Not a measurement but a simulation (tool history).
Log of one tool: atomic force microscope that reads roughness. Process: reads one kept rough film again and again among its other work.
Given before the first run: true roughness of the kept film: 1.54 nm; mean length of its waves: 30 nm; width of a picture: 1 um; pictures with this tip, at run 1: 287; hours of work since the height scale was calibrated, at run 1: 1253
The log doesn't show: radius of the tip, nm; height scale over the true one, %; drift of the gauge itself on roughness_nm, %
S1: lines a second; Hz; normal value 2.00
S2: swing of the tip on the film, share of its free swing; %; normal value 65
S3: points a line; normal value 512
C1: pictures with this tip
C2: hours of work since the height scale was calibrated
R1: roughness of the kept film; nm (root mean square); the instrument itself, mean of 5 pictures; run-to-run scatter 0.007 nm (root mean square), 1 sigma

run 1 day=0.000 | S1=2.00 S2=65 S3=512 | C1=287 C2=1253 | R1=1.301
run 2 day=2.012 | S1=2.00 S2=65 S3=512 | C1=322 C2=1275 | R1=1.275
-- day=2.833 new tip fitted
run 3 day=4.408 | S1=2.00 S2=65 S3=512 | C1=27 C2=1301 | R1=1.410
run 4 day=6.929 | S1=2.00 S2=65 S3=346 | C1=70 C2=1328 | R1=1.370
run 5 day=9.438 | S1=2.00 S2=65 S3=346 | C1=114 C2=1356 | R1=1.362
run 6 day=11.254 | S1=2.00 S2=79 S3=512 | C1=145 C2=1376 | R1=1.306
run 7 day=13.458 | S1=2.00 S2=65 S3=512 | C1=183 C2=1400 | R1=1.323
run 8 day=15.608 | S1=1.50 S2=65 S3=512 | C1=220 C2=1423 | R1=1.320
run 9 day=17.683 | S1=1.50 S2=65 S3=512 | C1=256 C2=1446 | R1=1.295
run 10 day=20.096 | S1=1.50 S2=65 S3=512 | C1=297 C2=1472 | R1=1.284
-- day=22.250 new tip fitted
run 11 day=22.250 | S1=1.50 S2=65 S3=512 | C1=0 C2=1496 | R1=1.411
run 12 day=24.121 | S1=2.00 S2=65 S3=512 | C1=32 C2=1516 | R1=1.382
run 13 day=26.542 | S1=2.00 S2=65 S3=512 | C1=74 C2=1542 | R1=1.374
run 14 day=28.071 | S1=1.32 S2=65 S3=512 | C1=100 C2=1559 | R1=1.355
-- day=28.379 height scale calibrated on a step standard
run 15 day=30.671 | S1=1.32 S2=65 S3=512 | C1=144 C2=25 | R1=1.335
run 16 day=33.017 | S1=1.32 S2=65 S3=512 | C1=185 C2=51 | R1=1.314
-- day=36.192 height scale calibrated on a step standard, once more
run 17 day=36.317 | S1=2.00 S2=65 S3=512 | C1=241 C2=1 | R1=1.292
run 18 day=39.167 | S1=2.00 S2=65 S3=512 | C1=290 C2=32 | R1=1.291
run 19 day=40.742 | S1=2.00 S2=86 S3=512 | C1=317 C2=50 | R1=1.215
-- day=41.904 new tip fitted
run 20 day=42.538 | S1=2.00 S2=86 S3=512 | C1=11 C2=69 | R1=1.354
run 21 day=45.908 | S1=2.00 S2=86 S3=512 | C1=69 C2=106 | R1=1.332
run 22 day=49.275 | S1=2.00 S2=65 S3=512 | C1=127 C2=143 | R1=1.345
run 23 day=50.742 | S1=2.00 S2=65 S3=512 | C1=152 C2=159 | R1=1.347
run 24 day=52.171 | S1=2.00 S2=65 S3=512 | C1=177 C2=174 | R1=1.336
run 25 day=54.838 | S1=2.00 S2=65 S3=512 | C1=223 C2=203 | R1=1.320

For run 26, what comes out?
run 26 day=56.971 | S1=2.00 S2=65 S3=512 | C1=259 C2=227 | R1=?

{"run 26": {"R1": 1.305}}
Minus the tool's unlogged condition, the same run would have read R1 1.436 nm (root mean square).

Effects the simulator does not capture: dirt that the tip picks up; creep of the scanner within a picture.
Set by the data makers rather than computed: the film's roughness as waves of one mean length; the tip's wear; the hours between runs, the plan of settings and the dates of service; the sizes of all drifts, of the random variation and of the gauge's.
